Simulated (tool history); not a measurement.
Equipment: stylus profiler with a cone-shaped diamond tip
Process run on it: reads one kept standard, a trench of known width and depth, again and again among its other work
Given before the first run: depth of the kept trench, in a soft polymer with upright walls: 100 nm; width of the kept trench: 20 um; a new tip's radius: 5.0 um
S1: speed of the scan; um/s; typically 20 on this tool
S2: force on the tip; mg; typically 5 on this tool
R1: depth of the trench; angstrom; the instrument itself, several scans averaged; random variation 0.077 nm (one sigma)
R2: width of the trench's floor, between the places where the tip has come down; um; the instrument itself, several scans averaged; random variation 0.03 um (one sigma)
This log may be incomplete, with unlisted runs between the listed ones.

run   hour  S1     S2      R1     R2
  1      0  20      5  1021.9  17.83
  2   58.8  20      5  1021.6  17.81
  3    111  20      5  1022.9  17.81
  4  155.5  20      5  1021.6  17.79
  5  193.9  20   4.51  1021.2  17.82
  6  231.3  20   4.51  1021.9  17.86
  7  258.5  20   4.51  1021.9  17.78
  8  311.6  20      5  1022.7  17.83
  9    350  20      5  1024.3  17.75
 10  380.9   8      5  1021.5  17.88
 11  440.1  61  13.03  1040.5  17.77
     443.9  -- height scale calibrated on a step standard
 12  485.2  61  13.03  1040.1   17.8
 13  510.4  61   6.57  1029.5  17.74
 14  540.4   5      5  1022.8   17.8
 15  580.8   5   2.62  1015.2  17.84
 16  621.6   5   2.62    1017  17.78
     652.6  -- height scale calibrated on a step standard, once more
 17  660.3  35   7.01  1024.2  17.78
 18  711.6  39   2.94  1011.8  17.73
 19  762.1   7      5  1019.3  17.84

4 options for the next run, each taken on its own from the tool as it stands now. Forecast them:
  A  798.4  62  1.69   ?   ?
  B  798.4  69     5   ?   ?
  C  798.4  24     5   ?   ?
  D  798.4  33  4.86   ?   ?

run      R1     R2
  A  1009.3  17.62
  B  1019.3  17.67
  C  1018.4  17.78
  D  1019.6  17.78
What these runs would have given with no unlogged condition in the tool:
run      R1     R2
  A  1009.3  17.81
  B  1019.3  17.86
  C  1018.4  17.97
  D  1019.6  17.97

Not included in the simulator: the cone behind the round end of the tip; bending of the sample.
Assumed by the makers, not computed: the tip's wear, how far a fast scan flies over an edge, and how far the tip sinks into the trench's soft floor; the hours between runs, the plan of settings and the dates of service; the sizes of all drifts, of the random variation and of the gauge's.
